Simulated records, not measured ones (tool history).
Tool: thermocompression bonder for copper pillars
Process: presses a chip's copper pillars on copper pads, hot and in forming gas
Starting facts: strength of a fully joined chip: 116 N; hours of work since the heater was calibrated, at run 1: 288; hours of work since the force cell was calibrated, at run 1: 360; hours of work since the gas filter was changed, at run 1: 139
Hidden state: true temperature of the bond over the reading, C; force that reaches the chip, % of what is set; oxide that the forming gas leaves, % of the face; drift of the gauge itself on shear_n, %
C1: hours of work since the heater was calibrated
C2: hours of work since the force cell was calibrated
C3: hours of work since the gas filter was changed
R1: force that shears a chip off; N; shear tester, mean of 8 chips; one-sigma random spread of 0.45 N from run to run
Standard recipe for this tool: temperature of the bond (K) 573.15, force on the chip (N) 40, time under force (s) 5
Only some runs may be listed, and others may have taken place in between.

run 1 day=0 | temperature_of_the_bond_(K)=573.15 force_on_the_chip_(N)=40 time_under_force_(s)=5 | C1=288 C2=360 C3=139 | R1=64.2
run 2 day=1.179 | temperature_of_the_bond_(K)=573.15 force_on_the_chip_(N)=40 time_under_force_(s)=5 | C1=309 C2=381 C3=160 | R1=64
run 3 day=3.117 | temperature_of_the_bond_(K)=573.15 force_on_the_chip_(N)=59 time_under_force_(s)=5 | C1=343 C2=415 C3=195 | R1=77.8
-- day=4.217 forming gas filter changed
run 4 day=4.288 | temperature_of_the_bond_(K)=558.15 force_on_the_chip_(N)=40 time_under_force_(s)=5 | C1=364 C2=436 C3=1 | R1=61
run 5 day=5.158 | temperature_of_the_bond_(K)=558.15 force_on_the_chip_(N)=40 time_under_force_(s)=5 | C1=379 C2=451 C3=17 | R1=60.4
run 6 day=6.85 | temperature_of_the_bond_(K)=573.15 force_on_the_chip_(N)=40 time_under_force_(s)=5 | C1=409 C2=481 C3=47 | R1=70.4
run 7 day=7.983 | temperature_of_the_bond_(K)=553.15 force_on_the_chip_(N)=40 time_under_force_(s)=5 | C1=429 C2=501 C3=67 | R1=55.9
run 8 day=9.604 | temperature_of_the_bond_(K)=601.15 force_on_the_chip_(N)=40 time_under_force_(s)=5 | C1=458 C2=530 C3=96 | R1=86.9
run 9 day=11.079 | temperature_of_the_bond_(K)=601.15 force_on_the_chip_(N)=40 time_under_force_(s)=5 | C1=484 C2=556 C3=122 | R1=85.3
-- day=11.279 force cell calibrated
run 10 day=12.25 | temperature_of_the_bond_(K)=601.15 force_on_the_chip_(N)=40 time_under_force_(s)=5 | C1=504 C2=17 C3=142 | R1=84.6
run 11 day=13.7 | temperature_of_the_bond_(K)=589.15 force_on_the_chip_(N)=40 time_under_force_(s)=5 | C1=530 C2=43 C3=168 | R1=76.9
run 12 day=15.029 | temperature_of_the_bond_(K)=589.15 force_on_the_chip_(N)=40 time_under_force_(s)=5 | C1=553 C2=67 C3=191 | R1=75.7
-- day=15.679 force cell calibrated, once more
-- day=16.296 forming gas filter changed
run 13 day=16.312 | temperature_of_the_bond_(K)=573.15 force_on_the_chip_(N)=40 time_under_force_(s)=5 | C1=575 C2=11 C3=0 | R1=73.1
run 14 day=17.571 | temperature_of_the_bond_(K)=573.15 force_on_the_chip_(N)=25 time_under_force_(s)=5 | C1=597 C2=33 C3=23 | R1=54.4
run 15 day=18.904 | temperature_of_the_bond_(K)=573.15 force_on_the_chip_(N)=25 time_under_force_(s)=5 | C1=621 C2=57 C3=46 | R1=53.9
-- day=20.212 heater calibrated with a thermocouple chip
run 16 day=20.45 | temperature_of_the_bond_(K)=573.15 force_on_the_chip_(N)=25 time_under_force_(s)=5 | C1=4 C2=83 C3=72 | R1=48.1
run 17 day=22.033 | temperature_of_the_bond_(K)=573.15 force_on_the_chip_(N)=54 time_under_force_(s)=8 | C1=32 C2=111 C3=101 | R1=85.8
run 18 day=23.504 | temperature_of_the_bond_(K)=573.15 force_on_the_chip_(N)=54 time_under_force_(s)=8 | C1=59 C2=137 C3=127 | R1=83.3
run 19 day=24.846 | temperature_of_the_bond_(K)=573.15 force_on_the_chip_(N)=54 time_under_force_(s)=8 | C1=82 C2=161 C3=151 | R1=82
run 20 day=26.321 | temperature_of_the_bond_(K)=602.15 force_on_the_chip_(N)=40 time_under_force_(s)=8 | C1=109 C2=187 C3=177 | R1=87.6
run 21 day=28.15 | temperature_of_the_bond_(K)=602.15 force_on_the_chip_(N)=40 time_under_force_(s)=8 | C1=141 C2=220 C3=209 | R1=87.6
-- day=28.454 forming gas filter changed
run 22 day=29.3 | temperature_of_the_bond_(K)=588.15 force_on_the_chip_(N)=36 time_under_force_(s)=6 | C1=161 C2=240 C3=15 | R1=80.2
run 23 day=30.396 | temperature_of_the_bond_(K)=580.15 force_on_the_chip_(N)=27 time_under_force_(s)=6 | C1=181 C2=259 C3=34 | R1=62.8
run 24 day=31.438 | temperature_of_the_bond_(K)=578.15 force_on_the_chip_(N)=39 time_under_force_(s)=5 | C1=199 C2=278 C3=53 | R1=71.2
run 25 day=32.3 | temperature_of_the_bond_(K)=546.15 force_on_the_chip_(N)=32 time_under_force_(s)=3 | C1=215 C2=293 C3=68 | R1=33.8
run 26 day=34.029 | temperature_of_the_bond_(K)=573.15 force_on_the_chip_(N)=40 time_under_force_(s)=3 | C1=245 C2=324 C3=99 | R1=56.1
run 27 day=35.867 | temperature_of_the_bond_(K)=573.15 force_on_the_chip_(N)=40 time_under_force_(s)=3 | C1=278 C2=357 C3=132 | R1=56.3

Each row is a separate what-if for the run after 27, all from the same tool condition, not one after another. Results?
run A day=36.833 | temperature_of_the_bond_(K)=588.15 force_on_the_chip_(N)=40 time_under_force_(s)=3 | C1=295 C2=374 C3=149 | R1=?
run B day=36.833 | temperature_of_the_bond_(K)=573.15 force_on_the_chip_(N)=33 time_under_force_(s)=5 | C1=295 C2=374 C3=149 | R1=?
run C day=36.833 | temperature_of_the_bond_(K)=566.15 force_on_the_chip_(N)=40 time_under_force_(s)=3 | C1=295 C2=374 C3=149 | R1=?
run D day=36.833 | temperature_of_the_bond_(K)=589.15 force_on_the_chip_(N)=33 time_under_force_(s)=3 | C1=295 C2=374 C3=149 | R1=?
run E day=36.833 | temperature_of_the_bond_(K)=601.15 force_on_the_chip_(N)=59 time_under_force_(s)=5 | C1=295 C2=374 C3=149 | R1=?

run=A R1=65
run=B R1=58.7
run=C R1=51
run=D R1=58.8
run=E R1=94
With no hidden state in the tool, these same runs would have given:
run=A R1=67.3
run=B R1=60.5
run=C R1=52.2
run=D R1=60.7
run=E R1=100
